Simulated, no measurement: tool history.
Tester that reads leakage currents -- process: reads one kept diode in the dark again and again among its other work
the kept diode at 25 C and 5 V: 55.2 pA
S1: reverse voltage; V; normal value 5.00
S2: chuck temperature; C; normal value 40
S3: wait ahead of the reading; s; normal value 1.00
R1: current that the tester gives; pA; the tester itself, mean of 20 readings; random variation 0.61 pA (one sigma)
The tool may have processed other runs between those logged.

| run | hour | S1 | S2 | S3 | R1 |
|---|---|---|---|---|---|
| 1 | 0.0 | 5.00 | 40 | 1.00 | 168.11 |
| 2 | 22.7 | 5.00 | 40 | 1.00 | 168.66 |
| 3 | 60.2 | 2.27 | 40 | 1.00 | 105.86 |
| 4 | 78.3 | 2.27 | 40 | 1.00 | 105.09 |
| 5 | 105.0 | 2.27 | 40 | 1.00 | 105.73 |
| 6 | 131.9 | 2.27 | 40 | 1.00 | 105.54 |
| 7 | 161.8 | 5.00 | 40 | 6.06 | 168.48 |
| 8 | 183.7 | 5.00 | 40 | 6.06 | 167.26 |
|  | 205.1 | chuck's temperature calibrated |
| 9 | 212.0 | 5.00 | 40 | 6.06 | 205.21 |
| 10 | 242.6 | 5.00 | 25 | 1.05 | 57.91 |
| 11 | 271.2 | 5.00 | 24 | 1.77 | 53.41 |
| 12 | 290.6 | 5.00 | 24 | 1.77 | 53.13 |
| 13 | 323.8 | 5.00 | 24 | 1.77 | 52.97 |
| 14 | 355.6 | 5.00 | 49 | 5.06 | 414.16 |
| 15 | 390.5 | 5.00 | 49 | 5.06 | 416.07 |
| 16 | 420.1 | 8.77 | 40 | 1.00 | 283.94 |
| 17 | 444.5 | 8.77 | 25 | 1.92 | 81.42 |
| 18 | 482.1 | 1.57 | 25 | 1.92 | 28.60 |

Table of differences, measured result less the result of that run with no hidden state. Run-to-run variation is the same in both. Gauge scatter possibly is not:
What the log doesn't record here: stray current of the dirty probe card, pA a volt; current scale over the true one, %; true chuck temperature over the reading, C; drift of the gauge itself on leakage_pa, %.
| run | R1 |
|---|---|
| 1 | -32.20 |
| 2 | -32.46 |
| 3 | -20.98 |
| 4 | -20.91 |
| 5 | -21.17 |
| 6 | -21.26 |
| 7 | -33.42 |
| 8 | -33.37 |
| 9 | +3.01 |
| 10 | +2.59 |
| 11 | +2.56 |
| 12 | +2.53 |
| 13 | +2.49 |
| 14 | +1.02 |
| 15 | +0.50 |
| 16 | +2.98 |
| 17 | +4.28 |
| 18 | +0.62 |
